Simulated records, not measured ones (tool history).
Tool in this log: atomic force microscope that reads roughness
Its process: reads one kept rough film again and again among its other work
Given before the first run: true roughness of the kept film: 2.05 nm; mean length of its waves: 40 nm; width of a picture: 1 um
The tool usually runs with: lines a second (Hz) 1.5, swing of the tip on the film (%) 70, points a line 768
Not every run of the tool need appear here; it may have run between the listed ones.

run,hour,lines a second (Hz),swing of the tip on the film (%),points a line,roughness of the kept film (nm (root mean square))
1,0,1.5,70,768,1.942
2,21.9,1.5,70,1010,1.881
# hour 29.7: new tip fitted
3,38.6,1.5,70,768,1.918
# hour 59.6: new tip fitted
4,59.6,1.5,70,768,1.925
5,76.4,1.5,70,768,1.889
# hour 90: new tip fitted
6,90.4,1.5,70,814,1.928
7,113.9,1.5,70,814,1.881
# hour 119.2: new tip fitted
8,135.8,1.5,70,814,1.899
# hour 148.8: new tip fitted
9,148.8,1.16,70,768,1.954
10,167,1.16,70,768,1.915
# hour 179.5: new tip fitted
11,185.7,1.16,70,768,1.932
# hour 208.9: new tip fitted
12,210,1.16,70,768,1.938
13,228.7,0.9,73,768,1.913
# hour 238.5: new tip fitted
14,245.6,0.9,73,768,1.933

Run 15 has not been measured yet. What should we expect?
15,259.1,0.9,73,352,?

{"run 15": {"roughness of the kept film (nm (root mean square))": 1.907}}
If the tool had no hidden condition, the same run with the same run-to-run variation would have returned roughness of the kept film (nm (root mean square)) 1.937.
